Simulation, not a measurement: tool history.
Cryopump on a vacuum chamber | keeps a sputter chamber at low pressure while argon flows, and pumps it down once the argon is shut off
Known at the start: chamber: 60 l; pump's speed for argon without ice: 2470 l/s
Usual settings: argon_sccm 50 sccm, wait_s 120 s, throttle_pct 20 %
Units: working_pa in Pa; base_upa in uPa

{"run": 1, "hour": 0.0, "argon_sccm": 50, "wait_s": 120, "throttle_pct": 20, "working_pa": 0.1806, "base_upa": 1.3}
{"run": 2, "hour": 9.9, "argon_sccm": 50, "wait_s": 120, "throttle_pct": 20, "working_pa": 0.1787, "base_upa": 1.33}
{"run": 3, "hour": 22.9, "argon_sccm": 50, "wait_s": 120, "throttle_pct": 20, "working_pa": 0.1763, "base_upa": 1.29}
{"run": 4, "hour": 34.0, "argon_sccm": 50, "wait_s": 120, "throttle_pct": 20, "working_pa": 0.1785, "base_upa": 1.28}
{"run": 5, "hour": 52.2, "argon_sccm": 50, "wait_s": 199, "throttle_pct": 20, "working_pa": 0.1791, "base_upa": 1.19}
{"run": 6, "hour": 74.1, "argon_sccm": 50, "wait_s": 58, "throttle_pct": 20, "working_pa": 0.18, "base_upa": 1.85}
{"run": 7, "hour": 84.6, "argon_sccm": 50, "wait_s": 58, "throttle_pct": 20, "working_pa": 0.1807, "base_upa": 1.86}
{"run": 8, "hour": 106.4, "argon_sccm": 50, "wait_s": 120, "throttle_pct": 20, "working_pa": 0.182, "base_upa": 1.37}
{"hour": 121.2, "done": "pump warmed up, emptied and cooled again"}
{"run": 9, "hour": 126.5, "argon_sccm": 50, "wait_s": 120, "throttle_pct": 20, "working_pa": 0.1712, "base_upa": 1.16}
{"run": 10, "hour": 142.0, "argon_sccm": 20, "wait_s": 120, "throttle_pct": 20, "working_pa": 0.0705, "base_upa": 1.19}
{"run": 11, "hour": 157.4, "argon_sccm": 50, "wait_s": 139, "throttle_pct": 20, "working_pa": 0.1722, "base_upa": 1.14}
{"run": 12, "hour": 180.6, "argon_sccm": 50, "wait_s": 139, "throttle_pct": 20, "working_pa": 0.1718, "base_upa": 1.16}
{"run": 13, "hour": 196.6, "argon_sccm": 50, "wait_s": 139, "throttle_pct": 20, "working_pa": 0.1722, "base_upa": 1.15}
{"run": 14, "hour": 215.8, "argon_sccm": 69, "wait_s": 120, "throttle_pct": 20, "working_pa": 0.2395, "base_upa": 1.24}
{"run": 15, "hour": 226.3, "argon_sccm": 69, "wait_s": 120, "throttle_pct": 20, "working_pa": 0.2389, "base_upa": 1.24}
{"run": 16, "hour": 249.4, "argon_sccm": 69, "wait_s": 120, "throttle_pct": 20, "working_pa": 0.2384, "base_upa": 1.29}
{"run": 17, "hour": 270.9, "argon_sccm": 69, "wait_s": 120, "throttle_pct": 20, "working_pa": 0.2402, "base_upa": 1.28}
{"run": 18, "hour": 286.0, "argon_sccm": 69, "wait_s": 120, "throttle_pct": 20, "working_pa": 0.2409, "base_upa": 1.3}
{"run": 19, "hour": 296.8, "argon_sccm": 69, "wait_s": 120, "throttle_pct": 20, "working_pa": 0.2423, "base_upa": 1.3}
{"run": 20, "hour": 306.7, "argon_sccm": 37, "wait_s": 31, "throttle_pct": 34, "working_pa": 0.0775, "base_upa": 2.64}
{"run": 21, "hour": 316.8, "argon_sccm": 67, "wait_s": 114, "throttle_pct": 20, "working_pa": 0.2347, "base_upa": 1.27}
{"run": 22, "hour": 328.3, "argon_sccm": 29, "wait_s": 174, "throttle_pct": 20, "working_pa": 0.1012, "base_upa": 1.08}
{"run": 23, "hour": 338.5, "argon_sccm": 29, "wait_s": 174, "throttle_pct": 20, "working_pa": 0.1022, "base_upa": 1.17}
{"run": 24, "hour": 357.2, "argon_sccm": 29, "wait_s": 48, "throttle_pct": 20, "working_pa": 0.1013, "base_upa": 1.99}
{"run": 25, "hour": 368.1, "argon_sccm": 85, "wait_s": 226, "throttle_pct": 33, "working_pa": 0.1845, "base_upa": 1.08}
{"run": 26, "hour": 386.8, "argon_sccm": 85, "wait_s": 226, "throttle_pct": 33, "working_pa": 0.1845, "base_upa": 1.07}
{"run": 27, "hour": 409.3, "argon_sccm": 66, "wait_s": 120, "throttle_pct": 35, "working_pa": 0.1375, "base_upa": 1.33}
{"run": 28, "hour": 426.3, "argon_sccm": 64, "wait_s": 131, "throttle_pct": 49, "working_pa": 0.0971, "base_upa": 1.32}
{"run": 29, "hour": 435.8, "argon_sccm": 21, "wait_s": 120, "throttle_pct": 24, "working_pa": 0.0622, "base_upa": 1.35}
{"run": 30, "hour": 456.3, "argon_sccm": 21, "wait_s": 120, "throttle_pct": 24, "working_pa": 0.0629, "base_upa": 1.34}
{"run": 31, "hour": 471.7, "argon_sccm": 21, "wait_s": 120, "throttle_pct": 24, "working_pa": 0.0637, "base_upa": 1.39}
{"run": 32, "hour": 481.9, "argon_sccm": 51, "wait_s": 247, "throttle_pct": 21, "working_pa": 0.174, "base_upa": 1.18}
{"run": 33, "hour": 504.0, "argon_sccm": 51, "wait_s": 247, "throttle_pct": 21, "working_pa": 0.1738, "base_upa": 1.13}

5 ways to go on from here, each from the tool as it stands after run 33. What would each give?
{"run": "A", "hour": 515.7, "argon_sccm": 29, "wait_s": 247, "throttle_pct": 21, "working_pa": "?", "base_upa": "?"}
{"run": "B", "hour": 515.7, "argon_sccm": 37, "wait_s": 23, "throttle_pct": 20, "working_pa": "?", "base_upa": "?"}
{"run": "C", "hour": 515.7, "argon_sccm": 51, "wait_s": 161, "throttle_pct": 21, "working_pa": "?", "base_upa": "?"}
{"run": "D", "hour": 515.7, "argon_sccm": 68, "wait_s": 106, "throttle_pct": 29, "working_pa": "?", "base_upa": "?"}
{"run": "E", "hour": 515.7, "argon_sccm": 50, "wait_s": 99, "throttle_pct": 20, "working_pa": "?", "base_upa": "?"}

run=A working_pa=0.0997 base_upa=1.18
run=B working_pa=0.1327 base_upa=3.42
run=C working_pa=0.1737 base_upa=1.32
run=D working_pa=0.1725 base_upa=1.46
run=E working_pa=0.1791 base_upa=1.56
Without the tool's hidden state the same runs would have given:
run=A working_pa=0.0947 base_upa=0.36
run=B working_pa=0.1264 base_upa=2.61
run=C working_pa=0.165 base_upa=0.51
run=D working_pa=0.1608 base_upa=0.65
run=E working_pa=0.1706 base_upa=0.75

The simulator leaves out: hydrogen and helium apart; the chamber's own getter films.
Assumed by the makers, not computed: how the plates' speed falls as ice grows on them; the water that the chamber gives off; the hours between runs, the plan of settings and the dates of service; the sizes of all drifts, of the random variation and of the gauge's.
